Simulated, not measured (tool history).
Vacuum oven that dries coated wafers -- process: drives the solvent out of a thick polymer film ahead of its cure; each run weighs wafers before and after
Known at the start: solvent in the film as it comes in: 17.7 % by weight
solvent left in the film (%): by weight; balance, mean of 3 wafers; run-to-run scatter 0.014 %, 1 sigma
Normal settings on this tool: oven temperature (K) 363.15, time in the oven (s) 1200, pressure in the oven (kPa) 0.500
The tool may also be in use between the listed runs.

Run 1, hour 0.0: usual settings. Result: solvent left in the film (%) 1.11.
Run 2, hour 40.2: usual settings. Result: solvent left in the film (%) 1.09.
Run 3, hour 77.9: usual settings. Result: solvent left in the film (%) 1.12.
Run 4, hour 121.7: usual settings. Result: solvent left in the film (%) 1.15.
Run 5, hour 174.9: usual settings. Result: solvent left in the film (%) 1.15.
Run 6, hour 223.0: usual settings. Result: solvent left in the film (%) 1.14.
Run 7, hour 279.6: usual settings. Result: solvent left in the film (%) 1.13.
Run 8, hour 329.1: usual settings. Result: solvent left in the film (%) 1.17.
Run 9, hour 376.5: usual settings but pressure in the oven (kPa) 0.396. Result: solvent left in the film (%) 1.09.
Run 10, hour 439.0: usual settings but oven temperature (K) 373.15. Result: solvent left in the film (%) 0.43.
Run 11, hour 502.0: usual settings but oven temperature (K) 373.15. Result: solvent left in the film (%) 0.41.
Run 12, hour 563.9: usual settings but oven temperature (K) 373.15. Result: solvent left in the film (%) 0.45.
At hour 598.5: oven's thermocouples calibrated.
Run 13, hour 621.8: usual settings but oven temperature (K) 369.15. Result: solvent left in the film (%) 0.53.
Run 14, hour 652.8: usual settings but time in the oven (s) 1080, pressure in the oven (kPa) 0.340. Result: solvent left in the film (%) 1.04.
Run 15, hour 686.7: usual settings but oven temperature (K) 356.15, time in the oven (s) 1920, pressure in the oven (kPa) 0.651. Result: solvent left in the film (%) 1.31.
At hour 694.4: vacuum gauge cleaned of residue and calibrated.
Run 16, hour 728.8: usual settings but oven temperature (K) 366.15, time in the oven (s) 840, pressure in the oven (kPa) 0.896. Result: solvent left in the film (%) 1.59.
Run 17, hour 767.1: usual settings but oven temperature (K) 360.15, time in the oven (s) 840, pressure in the oven (kPa) 0.331. Result: solvent left in the film (%) 2.38.
At hour 807.7: vacuum gauge cleaned of residue and calibrated, once more.
Run 18, hour 825.8: usual settings but oven temperature (K) 360.15, time in the oven (s) 840, pressure in the oven (kPa) 0.331. Result: solvent left in the film (%) 2.30.

Run 19 is up next; what results do you expect?
Run 19, hour 858.8: usual settings but oven temperature (K) 352.15, time in the oven (s) 780, pressure in the oven (kPa) 0.269. Result: solvent left in the film (%) ?.

solvent left in the film (%): 5.09
Were there no unlogged condition in the tool, this run, its random variation unchanged, would have produced solvent left in the film (%) 5.21.
